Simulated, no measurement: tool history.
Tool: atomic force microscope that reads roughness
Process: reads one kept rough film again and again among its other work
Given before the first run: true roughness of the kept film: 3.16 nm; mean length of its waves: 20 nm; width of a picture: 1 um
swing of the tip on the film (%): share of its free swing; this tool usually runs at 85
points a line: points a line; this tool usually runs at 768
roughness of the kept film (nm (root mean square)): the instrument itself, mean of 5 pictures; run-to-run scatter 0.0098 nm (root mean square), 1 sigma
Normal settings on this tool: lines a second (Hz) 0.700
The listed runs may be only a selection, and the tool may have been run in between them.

run	hour	lines a second (Hz)	swing of the tip on the film (%)	points a line	roughness of the kept film (nm (root mean square))
1	0.0	0.700	85	768	1.785
2	5.2	0.700	85	768	1.769
3	10.8	0.700	69	768	1.831
4	18.7	0.700	69	768	1.811
# hour 20.6: height scale calibrated on a step standard
5	29.6	0.700	69	768	1.779
6	41.1	0.700	69	768	1.750
7	47.3	0.700	69	768	1.736
# hour 55.3: new tip fitted
8	57.9	0.700	70	276	2.241
# hour 61.7: height scale calibrated on a step standard, once more
9	64.3	0.700	74	318	2.192
10	72.0	0.700	61	768	2.259

Forecast each of these 3 alternatives for the next run:
A	77.2	3.541	84	497	?
B	77.2	0.700	85	983	?
C	77.2	0.700	62	642	?

run	roughness of the kept film (nm (root mean square))
A	1.653
B	2.131
C	2.235
Without the tool's hidden state the same runs would have given:
run	roughness of the kept film (nm (root mean square))
A	1.732
B	2.232
C	2.341

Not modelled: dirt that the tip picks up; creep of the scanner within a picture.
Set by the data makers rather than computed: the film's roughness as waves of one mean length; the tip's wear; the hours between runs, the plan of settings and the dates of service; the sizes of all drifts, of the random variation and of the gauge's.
